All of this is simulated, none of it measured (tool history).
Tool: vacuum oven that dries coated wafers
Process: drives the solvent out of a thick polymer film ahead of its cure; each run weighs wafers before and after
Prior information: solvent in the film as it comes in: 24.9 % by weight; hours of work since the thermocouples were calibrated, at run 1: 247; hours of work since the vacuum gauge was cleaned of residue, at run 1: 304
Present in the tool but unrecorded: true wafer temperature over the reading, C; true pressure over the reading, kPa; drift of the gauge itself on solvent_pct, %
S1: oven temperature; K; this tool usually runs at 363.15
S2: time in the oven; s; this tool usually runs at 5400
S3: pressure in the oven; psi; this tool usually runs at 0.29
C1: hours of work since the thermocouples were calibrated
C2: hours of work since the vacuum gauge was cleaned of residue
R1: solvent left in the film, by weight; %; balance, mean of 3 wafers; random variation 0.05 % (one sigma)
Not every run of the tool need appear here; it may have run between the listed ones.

run,hour,S1,S2,S3,C1,C2,R1
1,0,363.15,5400,0.29,247,304,2.27
2,9.8,363.15,5400,0.29,252,309,2.33
3,23.1,353.15,5400,0.29,259,316,5.47
4,31.2,353.15,5400,0.29,263,320,5.46
5,43.6,353.15,5400,0.29,270,327,5.48
6,53.3,371.15,5400,0.29,275,332,1.01
7,65.3,363.15,7740,0.29,281,338,1.41
8,77.9,363.15,7740,0.29,288,345,1.44
9,87,364.15,5400,0.29,293,350,2.07
10,93.1,357.15,5400,1.057,296,353,6.87

Forecast each of these 4 alternatives for the next run:
A,103,357.15,6840,1.057,301,358,?
B,103,350.15,5400,0.209,301,358,?
C,103,351.15,5400,0.29,301,358,?
D,103,360.15,2820,0.676,301,358,?

run,R1
A,5.84
B,6.38
C,6.34
D,8
Stripped of hidden state, with their random variation kept, the same runs would have yielded:
run,R1
A,5.57
B,6.05
C,6.01
D,7.68
